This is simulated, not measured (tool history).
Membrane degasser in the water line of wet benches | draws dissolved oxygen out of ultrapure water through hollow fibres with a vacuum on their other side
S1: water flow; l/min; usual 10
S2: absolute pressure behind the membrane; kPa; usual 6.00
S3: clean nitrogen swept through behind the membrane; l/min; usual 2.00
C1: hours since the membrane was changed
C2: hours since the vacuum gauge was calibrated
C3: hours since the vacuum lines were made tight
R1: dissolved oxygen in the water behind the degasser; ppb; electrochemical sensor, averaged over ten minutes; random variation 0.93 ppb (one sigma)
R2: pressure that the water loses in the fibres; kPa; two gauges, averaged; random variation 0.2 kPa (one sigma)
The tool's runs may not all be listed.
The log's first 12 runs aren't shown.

run,hour,S1,S2,S3,C1,C2,C3,R1,R2
13,432.0,10,6.00,2.00,2268,3216,962,90.6,64.89
14,482.1,10,14.03,2.00,2319,3266,1013,185.7,65.10
15,519.7,10,14.03,2.00,2356,3303,1050,188.5,65.23
16,559.2,10,14.03,2.00,2396,3343,1090,187.6,64.98
17,583.9,10,6.00,2.06,2420,3368,1114,90.5,65.27
18,604.7,10,6.00,2.06,2441,3388,1135,90.8,64.96
19,640.6,10,6.00,2.06,2477,3424,1171,91.6,65.28
20,672.2,10,9.03,2.06,2509,3456,1203,127.0,65.10
21,700.7,10,9.03,2.06,2537,3484,1231,125.2,65.28
22,748.3,11,6.05,3.42,2585,3532,1279,103.5,71.82
23,792.4,11,6.05,3.42,2629,3576,1323,105.1,71.48

Forecast run 24:
24,833.0,11,6.05,1.21,2669,3617,1364,?,?

Run 24 gave R1 145.4 ppb, R2 71.68 kPa.
Without the tool's hidden state the same run would have given R1 139.9 ppb, R2 71.14 kPa.
